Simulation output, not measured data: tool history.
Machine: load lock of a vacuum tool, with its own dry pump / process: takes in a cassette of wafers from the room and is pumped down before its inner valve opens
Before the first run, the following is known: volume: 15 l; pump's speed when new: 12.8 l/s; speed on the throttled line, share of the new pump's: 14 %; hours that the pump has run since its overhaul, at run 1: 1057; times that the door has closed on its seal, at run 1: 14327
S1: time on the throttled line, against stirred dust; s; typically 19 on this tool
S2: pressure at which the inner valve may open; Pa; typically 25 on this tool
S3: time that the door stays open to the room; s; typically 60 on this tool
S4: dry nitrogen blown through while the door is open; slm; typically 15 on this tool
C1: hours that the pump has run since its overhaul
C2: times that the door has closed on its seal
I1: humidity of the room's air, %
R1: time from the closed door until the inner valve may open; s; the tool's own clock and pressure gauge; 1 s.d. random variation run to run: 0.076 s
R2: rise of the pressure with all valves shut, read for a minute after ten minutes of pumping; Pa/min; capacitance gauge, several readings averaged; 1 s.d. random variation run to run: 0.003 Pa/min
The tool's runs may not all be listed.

Run 1, hour 0: usual settings; C1 1057; C2 14327; I1 41.9. Result: R1 26.22 s, R2 0.172 Pa/min.
Run 2, hour 157.4: usual settings; C1 1214; C2 15081; I1 45.9. Result: R1 26.26 s, R2 0.183 Pa/min.
Run 3, hour 268.1: usual settings; C1 1325; C2 15610; I1 42.1. Result: R1 26.21 s, R2 0.186 Pa/min.
Run 4, hour 370.4: usual settings but S4 11 slm; C1 1427; C2 16100; I1 45.4. Result: R1 26.4 s, R2 0.197 Pa/min.
Run 5, hour 575.1: usual settings; C1 1632; C2 17079; I1 48.2. Result: R1 26.16 s, R2 0.213 Pa/min.
Run 6, hour 660.5: usual settings; C1 1717; C2 17488; I1 48.6. Result: R1 26.23 s, R2 0.215 Pa/min.
Run 7, hour 763.5: usual settings; C1 1820; C2 17981; I1 47.8. Result: R1 26.23 s, R2 0.232 Pa/min.
Run 8, hour 934.3: usual settings; C1 1991; C2 18798; I1 44.4. Result: R1 26.4 s, R2 0.228 Pa/min.
Run 9, hour 1023.5: usual settings; C1 2080; C2 19225; I1 46.6. Result: R1 26.41 s, R2 0.246 Pa/min.
Run 10, hour 1117.9: usual settings but S2 19 Pa; C1 2175; C2 19677; I1 47.8. Result: R1 26.52 s, R2 0.243 Pa/min.
Run 11, hour 1216.8: usual settings but S2 19 Pa; C1 2274; C2 20150; I1 45.4. Result: R1 26.45 s, R2 0.249 Pa/min.
Run 12, hour 1344.5: usual settings but S2 19 Pa; C1 2401; C2 20761; I1 46.8. Result: R1 26.5 s, R2 0.266 Pa/min.
Run 13, hour 1532.9: usual settings but S2 19 Pa; C1 2590; C2 21662; I1 50.2. Result: R1 26.66 s, R2 0.269 Pa/min.
Run 14, hour 1665.4: usual settings but S2 41 Pa; C1 2722; C2 22296; I1 46.2. Result: R1 25.65 s, R2 0.288 Pa/min.
Run 15, hour 1817.6: usual settings but S2 41 Pa; C1 2874; C2 23025; I1 46.3. Result: R1 25.71 s, R2 0.293 Pa/min.
Run 16, hour 1921.6: usual settings but S4 11 slm; C1 2978; C2 23522; I1 44.8. Result: R1 26.23 s, R2 0.303 Pa/min.
Run 17, hour 2094.3: usual settings but S4 11 slm; C1 3151; C2 24348; I1 42.8. Result: R1 26.36 s, R2 0.31 Pa/min.
Run 18, hour 2232.6: usual settings but S3 71 s, S4 28 slm; C1 3289; C2 25010; I1 47.2. Result: R1 26.48 s, R2 0.327 Pa/min.
Run 19, hour 2329.9: usual settings but S3 71 s, S4 28 slm; C1 3387; C2 25476; I1 43.7. Result: R1 26.24 s, R2 0.319 Pa/min.
Run 20, hour 2493.9: usual settings but S1 24 s, S3 71 s, S4 28 slm; C1 3551; C2 26261; I1 41.8. Result: R1 30.85 s, R2 0.329 Pa/min.
Run 21, hour 2608.8: usual settings but S2 37 Pa, S3 104 s; C1 3666; C2 26810; I1 45.2. Result: R1 25.8 s, R2 0.368 Pa/min.
Run 22, hour 2726.3: usual settings but S3 35 s, S4 8 slm; C1 3783; C2 27372; I1 44.4. Result: R1 26.32 s, R2 0.361 Pa/min.

The next listed run, before its measurement:
Run 23, hour 2910.6: usual settings but S1 32 s, S3 33 s, S4 10 slm; C1 3967; C2 28255; I1 44.9. Result: R1 ?, R2 ?.

{"run 23": {"R1": 37.61, "R2": 0.374}}
On a tool with no hidden condition, and with the same random variation, this run would have come out at R1 37.51 s, R2 0.045 Pa/min.
